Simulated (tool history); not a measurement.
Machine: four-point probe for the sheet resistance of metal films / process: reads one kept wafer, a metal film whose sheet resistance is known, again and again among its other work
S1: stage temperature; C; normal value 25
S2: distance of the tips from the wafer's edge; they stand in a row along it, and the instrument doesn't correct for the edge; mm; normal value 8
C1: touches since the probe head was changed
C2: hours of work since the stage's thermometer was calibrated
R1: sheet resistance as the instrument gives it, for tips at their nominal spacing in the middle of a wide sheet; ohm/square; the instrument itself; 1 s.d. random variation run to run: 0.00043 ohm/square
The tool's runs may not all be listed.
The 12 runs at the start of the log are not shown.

run,hour,S1,S2,C1,C2,R1
13,278,25,48,11146,1432,2.125455
14,309.4,25,48,11765,1451,2.125225
15,325.2,25,48,12077,1460,2.125803
16,338.3,25,48,12335,1468,2.126296
17,354.6,25,8,12657,1477,2.132702
18,376.5,25,8,13088,1490,2.132305
19,407.8,27,8,13706,1509,2.137419
20,423.2,27,8,14011,1518,2.136782
21,440.2,25,8,14347,1528,2.132654
22,453.7,25,8,14613,1536,2.13177
23,471.6,29,8,14965,1546,2.141848
24,499.4,29,8,15514,1563,2.141303
25,522.1,24,12,15963,1576,2.125237
26,546.3,22,12,16440,1590,2.121214
27,561.6,28,61,16743,1599,2.131681
28,589.1,28,61,17284,1616,2.131815
29,608.8,27,28,17674,1627,2.13062
30,634.7,27,28,18185,1642,2.129732
31,662.3,33,21,18729,1659,2.144569

Run 32 is up next; what results do you expect?
32,688.1,33,65,19238,1674,?

R1: 2.143443 ohm/square
With the hidden condition absent and the run-to-run variation left alone, this run would have shown R1 2.146622 ohm/square.
